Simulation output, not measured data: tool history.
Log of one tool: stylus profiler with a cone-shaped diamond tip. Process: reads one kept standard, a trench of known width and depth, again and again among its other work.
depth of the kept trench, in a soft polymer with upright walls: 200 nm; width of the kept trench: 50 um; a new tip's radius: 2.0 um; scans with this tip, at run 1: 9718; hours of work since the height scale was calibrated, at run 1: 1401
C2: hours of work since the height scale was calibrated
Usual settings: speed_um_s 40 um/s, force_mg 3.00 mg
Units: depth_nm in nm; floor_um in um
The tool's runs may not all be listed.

run 1 day=0.000 | speed_um_s=40 force_mg=3.00 | scans_with_this_tip=9718 C2=1401 | depth_nm=201.28 floor_um=48.21
run 2 day=2.938 | speed_um_s=25 force_mg=3.00 | scans_with_this_tip=10087 C2=1454 | depth_nm=201.39 floor_um=48.21
run 3 day=5.371 | speed_um_s=40 force_mg=1.48 | scans_with_this_tip=10393 C2=1498 | depth_nm=200.99 floor_um=48.13
run 4 day=7.267 | speed_um_s=39 force_mg=3.00 | scans_with_this_tip=10632 C2=1532 | depth_nm=201.40 floor_um=48.20
run 5 day=10.371 | speed_um_s=40 force_mg=1.38 | scans_with_this_tip=11022 C2=1589 | depth_nm=200.82 floor_um=48.13
run 6 day=11.688 | speed_um_s=40 force_mg=3.00 | scans_with_this_tip=11187 C2=1612 | depth_nm=201.23 floor_um=48.14
run 7 day=14.542 | speed_um_s=40 force_mg=4.09 | scans_with_this_tip=11546 C2=1664 | depth_nm=201.77 floor_um=48.19
run 8 day=16.962 | speed_um_s=40 force_mg=4.09 | scans_with_this_tip=11851 C2=1708 | depth_nm=201.73 floor_um=48.20
run 9 day=19.662 | speed_um_s=40 force_mg=4.09 | scans_with_this_tip=12190 C2=1757 | depth_nm=201.61 floor_um=48.20
run 10 day=22.388 | speed_um_s=40 force_mg=4.09 | scans_with_this_tip=12533 C2=1806 | depth_nm=201.52 floor_um=48.20
run 11 day=24.767 | speed_um_s=40 force_mg=4.09 | scans_with_this_tip=12832 C2=1850 | depth_nm=201.87 floor_um=48.17
run 12 day=26.371 | speed_um_s=40 force_mg=4.09 | scans_with_this_tip=13034 C2=1879 | depth_nm=201.67 floor_um=48.22
run 13 day=28.600 | speed_um_s=10 force_mg=4.09 | scans_with_this_tip=13314 C2=1919 | depth_nm=201.78 floor_um=48.20
run 14 day=31.029 | speed_um_s=12 force_mg=6.70 | scans_with_this_tip=13619 C2=1963 | depth_nm=202.50 floor_um=48.15
run 15 day=32.596 | speed_um_s=109 force_mg=7.16 | scans_with_this_tip=13816 C2=1991 | depth_nm=202.70 floor_um=48.11
run 16 day=34.925 | speed_um_s=33 force_mg=2.19 | scans_with_this_tip=14109 C2=2034 | depth_nm=201.00 floor_um=48.15
run 17 day=36.412 | speed_um_s=40 force_mg=1.01 | scans_with_this_tip=14296 C2=2061 | depth_nm=200.57 floor_um=48.12
run 18 day=39.062 | speed_um_s=76 force_mg=1.01 | scans_with_this_tip=14629 C2=2109 | depth_nm=200.55 floor_um=47.97
-- day=41.088 height scale calibrated on a step standard
run 19 day=41.321 | speed_um_s=25 force_mg=1.58 | scans_with_this_tip=14911 C2=4 | depth_nm=200.87 floor_um=48.17
run 20 day=42.983 | speed_um_s=60 force_mg=1.45 | scans_with_this_tip=15120 C2=34 | depth_nm=201.06 floor_um=48.06
run 21 day=44.267 | speed_um_s=145 force_mg=8.15 | scans_with_this_tip=15281 C2=58 | depth_nm=202.70 floor_um=48.06
run 22 day=45.721 | speed_um_s=145 force_mg=8.15 | scans_with_this_tip=15464 C2=84 | depth_nm=202.64 floor_um=48.04
run 23 day=48.254 | speed_um_s=145 force_mg=8.15 | scans_with_this_tip=15783 C2=130 | depth_nm=202.79 floor_um=48.02
run 24 day=49.762 | speed_um_s=145 force_mg=8.15 | scans_with_this_tip=15972 C2=157 | depth_nm=202.68 floor_um=48.03
run 25 day=51.204 | speed_um_s=145 force_mg=8.15 | scans_with_this_tip=16154 C2=183 | depth_nm=202.61 floor_um=48.05
run 26 day=52.679 | speed_um_s=14 force_mg=3.00 | scans_with_this_tip=16339 C2=210 | depth_nm=201.35 floor_um=48.16

5 ways to go on from here, each from the tool as it stands after run 26. What would each give?
run A day=55.596 | speed_um_s=113 force_mg=1.49 | scans_with_this_tip=16706 C2=263 | depth_nm=? floor_um=?
run B day=55.596 | speed_um_s=14 force_mg=5.66 | scans_with_this_tip=16706 C2=263 | depth_nm=? floor_um=?
run C day=55.596 | speed_um_s=31 force_mg=2.76 | scans_with_this_tip=16706 C2=263 | depth_nm=? floor_um=?
run D day=55.596 | speed_um_s=34 force_mg=5.02 | scans_with_this_tip=16706 C2=263 | depth_nm=? floor_um=?
run E day=55.596 | speed_um_s=13 force_mg=1.82 | scans_with_this_tip=16706 C2=263 | depth_nm=? floor_um=?

run=A depth_nm=200.86 floor_um=47.89
run=B depth_nm=202.21 floor_um=48.29
run=C depth_nm=201.27 floor_um=48.16
run=D depth_nm=202.10 floor_um=48.20
run=E depth_nm=201.07 floor_um=48.25
Without the tool's hidden state the same runs would have given:
run=A depth_nm=200.87 floor_um=47.90
run=B depth_nm=202.22 floor_um=48.30
run=C depth_nm=201.28 floor_um=48.17
run=D depth_nm=202.11 floor_um=48.21
run=E depth_nm=201.08 floor_um=48.26

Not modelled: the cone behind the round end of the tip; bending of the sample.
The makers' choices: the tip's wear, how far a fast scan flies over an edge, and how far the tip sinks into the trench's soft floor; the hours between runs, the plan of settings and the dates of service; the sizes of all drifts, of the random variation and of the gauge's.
